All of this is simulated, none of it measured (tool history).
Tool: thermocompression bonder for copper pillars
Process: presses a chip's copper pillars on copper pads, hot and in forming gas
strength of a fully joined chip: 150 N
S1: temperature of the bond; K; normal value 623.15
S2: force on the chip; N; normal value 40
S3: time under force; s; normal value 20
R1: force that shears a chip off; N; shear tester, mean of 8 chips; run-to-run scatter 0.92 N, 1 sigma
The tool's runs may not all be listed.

{"run": 1, "hour": 0.0, "S1": 623.15, "S2": 40, "S3": 20, "R1": 94.7}
{"run": 2, "hour": 14.8, "S1": 623.15, "S2": 59, "S3": 20, "R1": 118.1}
{"run": 3, "hour": 37.8, "S1": 623.15, "S2": 40, "S3": 20, "R1": 93.3}
{"run": 4, "hour": 54.4, "S1": 623.15, "S2": 28, "S3": 20, "R1": 71.5}
{"run": 5, "hour": 74.9, "S1": 623.15, "S2": 28, "S3": 20, "R1": 70.8}
{"run": 6, "hour": 93.0, "S1": 623.15, "S2": 40, "S3": 20, "R1": 90.9}
{"run": 7, "hour": 112.9, "S1": 623.15, "S2": 40, "S3": 20, "R1": 92.2}
{"run": 8, "hour": 137.3, "S1": 623.15, "S2": 40, "S3": 20, "R1": 93.8}
{"run": 9, "hour": 159.8, "S1": 623.15, "S2": 40, "S3": 20, "R1": 92.9}
{"run": 10, "hour": 181.8, "S1": 616.15, "S2": 40, "S3": 20, "R1": 88.4}
{"run": 11, "hour": 193.7, "S1": 623.15, "S2": 40, "S3": 20, "R1": 93.5}
{"run": 12, "hour": 211.0, "S1": 623.15, "S2": 41, "S3": 20, "R1": 92.3}
{"run": 13, "hour": 225.7, "S1": 623.15, "S2": 40, "S3": 20, "R1": 91.0}
{"run": 14, "hour": 250.9, "S1": 623.15, "S2": 40, "S3": 20, "R1": 91.9}
{"run": 15, "hour": 278.9, "S1": 623.15, "S2": 40, "S3": 15, "R1": 83.1}
{"run": 16, "hour": 294.2, "S1": 623.15, "S2": 40, "S3": 15, "R1": 82.4}
{"run": 17, "hour": 313.1, "S1": 623.15, "S2": 40, "S3": 20, "R1": 98.3}
{"run": 18, "hour": 327.4, "S1": 623.15, "S2": 40, "S3": 20, "R1": 100.7}
{"run": 19, "hour": 344.0, "S1": 623.15, "S2": 40, "S3": 20, "R1": 98.9}
{"run": 20, "hour": 368.3, "S1": 623.15, "S2": 40, "S3": 20, "R1": 98.8}
{"run": 21, "hour": 383.9, "S1": 623.15, "S2": 40, "S3": 20, "R1": 96.9}
{"run": 22, "hour": 406.6, "S1": 646.15, "S2": 48, "S3": 20, "R1": 120.1}
{"run": 23, "hour": 435.2, "S1": 646.15, "S2": 28, "S3": 33, "R1": 101.2}
{"run": 24, "hour": 461.6, "S1": 646.15, "S2": 28, "S3": 33, "R1": 101.5}
{"run": 25, "hour": 489.7, "S1": 622.15, "S2": 27, "S3": 56, "R1": 98.7}
{"run": 26, "hour": 502.2, "S1": 622.15, "S2": 27, "S3": 56, "R1": 97.4}
{"run": 27, "hour": 521.2, "S1": 646.15, "S2": 25, "S3": 19, "R1": 78.7}
{"run": 28, "hour": 541.5, "S1": 646.15, "S2": 25, "S3": 19, "R1": 77.7}
{"run": 29, "hour": 556.8, "S1": 608.15, "S2": 31, "S3": 58, "R1": 99.1}
{"run": 30, "hour": 583.8, "S1": 638.15, "S2": 40, "S3": 59, "R1": 126.8}
{"run": 31, "hour": 604.5, "S1": 620.15, "S2": 55, "S3": 20, "R1": 110.7}
{"run": 32, "hour": 618.0, "S1": 630.15, "S2": 28, "S3": 51, "R1": 99.5}
{"run": 33, "hour": 645.4, "S1": 630.15, "S2": 28, "S3": 51, "R1": 100.3}
{"run": 34, "hour": 668.7, "S1": 630.15, "S2": 28, "S3": 51, "R1": 100.1}
{"run": 35, "hour": 691.2, "S1": 628.15, "S2": 40, "S3": 20, "R1": 95.0}
{"run": 36, "hour": 718.5, "S1": 628.15, "S2": 40, "S3": 20, "R1": 105.6}
{"run": 37, "hour": 737.6, "S1": 612.15, "S2": 48, "S3": 23, "R1": 112.9}
{"run": 38, "hour": 753.4, "S1": 612.15, "S2": 48, "S3": 23, "R1": 112.0}
{"run": 39, "hour": 776.7, "S1": 607.15, "S2": 34, "S3": 24, "R1": 85.7}

Removed from this log: 2 entries logged between the listed runs. Between which two listed runs does each belong, and how does the tool's hidden state at the listed run before it compare with that at the listed run after it?
From run 16 to run 17: forming gas filter changed (hour 310.8)
  true temperature of the bond over the reading, C: 7 -> 7.2; oxide that the forming gas leaves, % of the face: 10.42 -> 0.68
  the result without the hidden state subtracted from the measured one, R1: -4.3 -> +4.9 N
From run 35 to run 36: forming gas filter changed (hour 712.6)
  true temperature of the bond over the reading, C: 11.7 -> 12.1; oxide that the forming gas leaves, % of the face: 10.38 -> 0.7
  the result without the hidden state subtracted from the measured one, R1: -2.5 -> +8.0 N
